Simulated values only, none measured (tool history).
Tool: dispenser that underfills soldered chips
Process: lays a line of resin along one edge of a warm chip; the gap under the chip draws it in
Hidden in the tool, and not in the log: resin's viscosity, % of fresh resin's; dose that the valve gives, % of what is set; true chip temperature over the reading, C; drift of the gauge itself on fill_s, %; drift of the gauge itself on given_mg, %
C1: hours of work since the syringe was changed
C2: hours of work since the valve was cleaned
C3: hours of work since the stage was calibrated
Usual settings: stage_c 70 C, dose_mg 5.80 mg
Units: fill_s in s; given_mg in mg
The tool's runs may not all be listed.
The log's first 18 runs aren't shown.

{"run": 19, "hour": 98.2, "stage_c": 70, "dose_mg": 5.8, "C1": 3, "C2": 91, "C3": 172, "fill_s": 192.8, "given_mg": 5.49}
{"run": 20, "hour": 102.8, "stage_c": 69, "dose_mg": 5.8, "C1": 6, "C2": 94, "C3": 175, "fill_s": 256.0, "given_mg": 5.45}
{"hour": 106.4, "done": "dispensing valve cleaned and set on the balance"}
{"run": 21, "hour": 109.9, "stage_c": 69, "dose_mg": 5.8, "C1": 10, "C2": 2, "C3": 179, "fill_s": 357.8, "given_mg": 5.72}
{"hour": 113.0, "done": "new syringe of resin"}
{"run": 22, "hour": 113.2, "stage_c": 69, "dose_mg": 5.8, "C1": 0, "C2": 4, "C3": 181, "fill_s": 153.0, "given_mg": 5.81}
{"run": 23, "hour": 120.2, "stage_c": 69, "dose_mg": 5.21, "C1": 5, "C2": 9, "C3": 186, "fill_s": 228.2, "given_mg": 5.17}
{"run": 24, "hour": 123.3, "stage_c": 65, "dose_mg": 6.82, "C1": 7, "C2": 11, "C3": 188, "fill_s": 306.1, "given_mg": 6.77}
{"run": 25, "hour": 127.6, "stage_c": 83, "dose_mg": 7.21, "C1": 10, "C2": 14, "C3": 191, "fill_s": 199.9, "given_mg": 7.14}
{"hour": 131.6, "done": "new syringe of resin"}
{"run": 26, "hour": 133.5, "stage_c": 83, "dose_mg": 7.21, "C1": 1, "C2": 17, "C3": 194, "fill_s": 102.0, "given_mg": 7.1}
{"run": 27, "hour": 138.4, "stage_c": 77, "dose_mg": 5.8, "C1": 4, "C2": 20, "C3": 197, "fill_s": 171.2, "given_mg": 5.76}
{"run": 28, "hour": 143.7, "stage_c": 74, "dose_mg": 5.37, "C1": 8, "C2": 24, "C3": 201, "fill_s": 255.8, "given_mg": 5.32}
{"run": 29, "hour": 146.9, "stage_c": 74, "dose_mg": 5.37, "C1": 10, "C2": 26, "C3": 203, "fill_s": 302.6, "given_mg": 5.28}
{"hour": 150.1, "done": "new syringe of resin"}
{"run": 30, "hour": 151.5, "stage_c": 62, "dose_mg": 6.03, "C1": 1, "C2": 29, "C3": 206, "fill_s": 210.5, "given_mg": 5.96}
{"run": 31, "hour": 157.2, "stage_c": 75, "dose_mg": 5.31, "C1": 5, "C2": 32, "C3": 209, "fill_s": 186.3, "given_mg": 5.2}
{"run": 32, "hour": 162.0, "stage_c": 74, "dose_mg": 6.3, "C1": 8, "C2": 36, "C3": 213, "fill_s": 244.2, "given_mg": 6.2}
{"run": 33, "hour": 166.8, "stage_c": 79, "dose_mg": 7.46, "C1": 11, "C2": 39, "C3": 216, "fill_s": 259.6, "given_mg": 7.3}
{"hour": 168.5, "done": "new syringe of resin"}
{"run": 34, "hour": 170.1, "stage_c": 64, "dose_mg": 7.03, "C1": 1, "C2": 41, "C3": 218, "fill_s": 191.8, "given_mg": 6.83}
{"run": 35, "hour": 176.5, "stage_c": 61, "dose_mg": 5.28, "C1": 5, "C2": 45, "C3": 222, "fill_s": 322.5, "given_mg": 5.15}

3 ways to go on from here, each from the tool as it stands after run 35. What would each give?
{"run": "A", "hour": 183.4, "stage_c": 66, "dose_mg": 7.01, "C1": 10, "C2": 49, "C3": 226, "fill_s": "?", "given_mg": "?"}
{"run": "B", "hour": 183.4, "stage_c": 60, "dose_mg": 6.82, "C1": 10, "C2": 49, "C3": 226, "fill_s": "?", "given_mg": "?"}
{"run": "C", "hour": 183.4, "stage_c": 70, "dose_mg": 7.13, "C1": 10, "C2": 49, "C3": 226, "fill_s": "?", "given_mg": "?"}

run=A fill_s=377.0 given_mg=6.82
run=B fill_s=466.2 given_mg=6.68
run=C fill_s=321.2 given_mg=6.94
Without the tool's hidden state the same runs would have given:
run=A fill_s=182.3 given_mg=7.01
run=B fill_s=225.9 given_mg=6.87
run=C fill_s=155.1 given_mg=7.14
